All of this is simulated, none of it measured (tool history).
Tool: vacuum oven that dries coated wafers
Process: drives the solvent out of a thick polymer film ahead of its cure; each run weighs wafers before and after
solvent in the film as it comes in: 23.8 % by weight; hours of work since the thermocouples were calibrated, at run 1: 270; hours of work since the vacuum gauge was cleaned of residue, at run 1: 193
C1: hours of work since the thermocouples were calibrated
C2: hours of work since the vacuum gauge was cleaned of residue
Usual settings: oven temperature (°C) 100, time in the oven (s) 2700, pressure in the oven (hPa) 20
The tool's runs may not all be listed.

run 1 hour=0 | oven_temperature_(°C)=100 time_in_the_oven_(s)=2700 pressure_in_the_oven_(hPa)=20 | C1=270 C2=193 | solvent_left_in_the_film_(%)=4.32
run 2 hour=17 | oven_temperature_(°C)=100 time_in_the_oven_(s)=1680 pressure_in_the_oven_(hPa)=20 | C1=283 C2=206 | solvent_left_in_the_film_(%)=7.04
run 3 hour=32.3 | oven_temperature_(°C)=100 time_in_the_oven_(s)=3660 pressure_in_the_oven_(hPa)=20 | C1=295 C2=218 | solvent_left_in_the_film_(%)=3.11
run 4 hour=49.5 | oven_temperature_(°C)=100 time_in_the_oven_(s)=3660 pressure_in_the_oven_(hPa)=20 | C1=308 C2=231 | solvent_left_in_the_film_(%)=3.07
run 5 hour=65 | oven_temperature_(°C)=100 time_in_the_oven_(s)=2700 pressure_in_the_oven_(hPa)=20 | C1=321 C2=244 | solvent_left_in_the_film_(%)=4.31
run 6 hour=78.7 | oven_temperature_(°C)=100 time_in_the_oven_(s)=2700 pressure_in_the_oven_(hPa)=20 | C1=331 C2=254 | solvent_left_in_the_film_(%)=4.39
run 7 hour=94.6 | oven_temperature_(°C)=100 time_in_the_oven_(s)=2700 pressure_in_the_oven_(hPa)=20 | C1=344 C2=267 | solvent_left_in_the_film_(%)=4.3
run 8 hour=111.2 | oven_temperature_(°C)=108 time_in_the_oven_(s)=2700 pressure_in_the_oven_(hPa)=20 | C1=357 C2=280 | solvent_left_in_the_film_(%)=2.5
run 9 hour=127.1 | oven_temperature_(°C)=108 time_in_the_oven_(s)=2700 pressure_in_the_oven_(hPa)=20 | C1=369 C2=292 | solvent_left_in_the_film_(%)=2.54
run 10 hour=142.2 | oven_temperature_(°C)=108 time_in_the_oven_(s)=2700 pressure_in_the_oven_(hPa)=20 | C1=381 C2=304 | solvent_left_in_the_film_(%)=2.42
run 11 hour=156.3 | oven_temperature_(°C)=108 time_in_the_oven_(s)=2700 pressure_in_the_oven_(hPa)=20 | C1=392 C2=315 | solvent_left_in_the_film_(%)=2.49
run 12 hour=171.9 | oven_temperature_(°C)=100 time_in_the_oven_(s)=2700 pressure_in_the_oven_(hPa)=19.7 | C1=404 C2=327 | solvent_left_in_the_film_(%)=4.34
run 13 hour=189.7 | oven_temperature_(°C)=100 time_in_the_oven_(s)=2700 pressure_in_the_oven_(hPa)=19.7 | C1=418 C2=341 | solvent_left_in_the_film_(%)=4.24
run 14 hour=205.3 | oven_temperature_(°C)=100 time_in_the_oven_(s)=2700 pressure_in_the_oven_(hPa)=19.7 | C1=430 C2=353 | solvent_left_in_the_film_(%)=4.28
run 15 hour=218.1 | oven_temperature_(°C)=100 time_in_the_oven_(s)=1380 pressure_in_the_oven_(hPa)=10.5 | C1=440 C2=363 | solvent_left_in_the_film_(%)=7.7
run 16 hour=236.6 | oven_temperature_(°C)=92 time_in_the_oven_(s)=1920 pressure_in_the_oven_(hPa)=20 | C1=454 C2=377 | solvent_left_in_the_film_(%)=9.24
run 17 hour=250 | oven_temperature_(°C)=92 time_in_the_oven_(s)=1920 pressure_in_the_oven_(hPa)=20 | C1=465 C2=388 | solvent_left_in_the_film_(%)=9.08
run 18 hour=261.7 | oven_temperature_(°C)=92 time_in_the_oven_(s)=1920 pressure_in_the_oven_(hPa)=20 | C1=474 C2=397 | solvent_left_in_the_film_(%)=9.13
run 19 hour=279.3 | oven_temperature_(°C)=111 time_in_the_oven_(s)=2700 pressure_in_the_oven_(hPa)=65 | C1=488 C2=411 | solvent_left_in_the_film_(%)=4.68

Forecast run 20:
run 20 hour=292.6 | oven_temperature_(°C)=100 time_in_the_oven_(s)=1500 pressure_in_the_oven_(hPa)=76.3 | C1=498 C2=421 | solvent_left_in_the_film_(%)=?

{"run 20": {"solvent left in the film (%)": 11.5}}
Without the tool's hidden state the same run would have given solvent left in the film (%) 11.5.
